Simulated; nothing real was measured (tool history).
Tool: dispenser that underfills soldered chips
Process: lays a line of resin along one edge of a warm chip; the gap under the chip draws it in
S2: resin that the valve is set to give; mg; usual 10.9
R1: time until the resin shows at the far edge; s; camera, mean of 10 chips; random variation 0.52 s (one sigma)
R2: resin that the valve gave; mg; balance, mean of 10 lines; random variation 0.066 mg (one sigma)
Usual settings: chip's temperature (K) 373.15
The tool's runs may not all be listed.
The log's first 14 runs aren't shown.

{"run": 15, "hour": 91.0, "chip's temperature (K)": 373.15, "S2": 10.9, "R1": 62.2, "R2": 10.76}
{"hour": 96.1, "done": "new syringe of resin"}
{"run": 16, "hour": 96.7, "chip's temperature (K)": 373.15, "S2": 10.9, "R1": 45.4, "R2": 10.72}
{"run": 17, "hour": 104.0, "chip's temperature (K)": 373.15, "S2": 11.9, "R1": 69, "R2": 11.85}
{"hour": 107.4, "done": "new syringe of resin"}
{"run": 18, "hour": 108.2, "chip's temperature (K)": 373.15, "S2": 11.9, "R1": 45.2, "R2": 11.75}
{"run": 19, "hour": 114.9, "chip's temperature (K)": 373.15, "S2": 11.9, "R1": 65.4, "R2": 11.64}
{"hour": 118.6, "done": "new syringe of resin"}
{"run": 20, "hour": 124.0, "chip's temperature (K)": 373.15, "S2": 11.9, "R1": 60.3, "R2": 11.72}
{"hour": 129.8, "done": "new syringe of resin"}
{"run": 21, "hour": 131.9, "chip's temperature (K)": 374.15, "S2": 12.2, "R1": 48.1, "R2": 11.83}
{"run": 22, "hour": 138.0, "chip's temperature (K)": 374.15, "S2": 12.2, "R1": 68.1, "R2": 11.91}
{"hour": 141.0, "done": "new syringe of resin"}
{"run": 23, "hour": 146.0, "chip's temperature (K)": 374.15, "S2": 11.2, "R1": 56.1, "R2": 10.77}
{"run": 24, "hour": 151.0, "chip's temperature (K)": 374.15, "S2": 11.2, "R1": 73.8, "R2": 10.78}
{"hour": 152.6, "done": "new syringe of resin"}
{"run": 25, "hour": 157.3, "chip's temperature (K)": 371.15, "S2": 11.2, "R1": 63.1, "R2": 10.75}
{"run": 26, "hour": 161.2, "chip's temperature (K)": 380.15, "S2": 11.2, "R1": 59.3, "R2": 10.74}
{"hour": 164.1, "done": "new syringe of resin"}
{"run": 27, "hour": 168.9, "chip's temperature (K)": 380.15, "S2": 11.2, "R1": 44.9, "R2": 10.81}
{"run": 28, "hour": 174.9, "chip's temperature (K)": 386.15, "S2": 10.2, "R1": 55.9, "R2": 9.71}
{"hour": 175.6, "done": "new syringe of resin"}
{"run": 29, "hour": 182.5, "chip's temperature (K)": 364.15, "S2": 11.5, "R1": 90.2, "R2": 10.99}
{"hour": 187.1, "done": "new syringe of resin"}
{"run": 30, "hour": 187.1, "chip's temperature (K)": 364.15, "S2": 11.5, "R1": 61.2, "R2": 10.97}
{"run": 31, "hour": 194.8, "chip's temperature (K)": 380.15, "S2": 11.1, "R1": 54.9, "R2": 10.49}
{"hour": 199.1, "done": "new syringe of resin"}
{"run": 32, "hour": 200.9, "chip's temperature (K)": 364.15, "S2": 9.6, "R1": 70.1, "R2": 9.09}
{"run": 33, "hour": 209.6, "chip's temperature (K)": 364.15, "S2": 9.6, "R1": 116.4, "R2": 9.05}
{"hour": 210.5, "done": "new syringe of resin"}
{"run": 34, "hour": 218.1, "chip's temperature (K)": 364.15, "S2": 9.6, "R1": 98.5, "R2": 9}
{"hour": 222.2, "done": "new syringe of resin"}
{"run": 35, "hour": 224.5, "chip's temperature (K)": 364.15, "S2": 9.6, "R1": 72.8, "R2": 8.95}

4 ways to go on from here, each from the tool as it stands after run 35. What would each give?
{"run": "A", "hour": 231.1, "chip's temperature (K)": 379.15, "S2": 10.8, "R1": "?", "R2": "?"}
{"run": "B", "hour": 231.1, "chip's temperature (K)": 369.15, "S2": 10.9, "R1": "?", "R2": "?"}
{"run": "C", "hour": 231.1, "chip's temperature (K)": 373.15, "S2": 10.8, "R1": "?", "R2": "?"}
{"run": "D", "hour": 231.1, "chip's temperature (K)": 382.15, "S2": 11, "R1": "?", "R2": "?"}

run=A R1=61.5 R2=9.99
run=B R1=86 R2=10.13
run=C R1=74.9 R2=10.01
run=D R1=55.7 R2=10.07
Without the tool's hidden state the same runs would have given:
run=A R1=35.4 R2=10.74
run=B R1=49.3 R2=10.89
run=C R1=42.8 R2=10.77
run=D R1=31.9 R2=10.84

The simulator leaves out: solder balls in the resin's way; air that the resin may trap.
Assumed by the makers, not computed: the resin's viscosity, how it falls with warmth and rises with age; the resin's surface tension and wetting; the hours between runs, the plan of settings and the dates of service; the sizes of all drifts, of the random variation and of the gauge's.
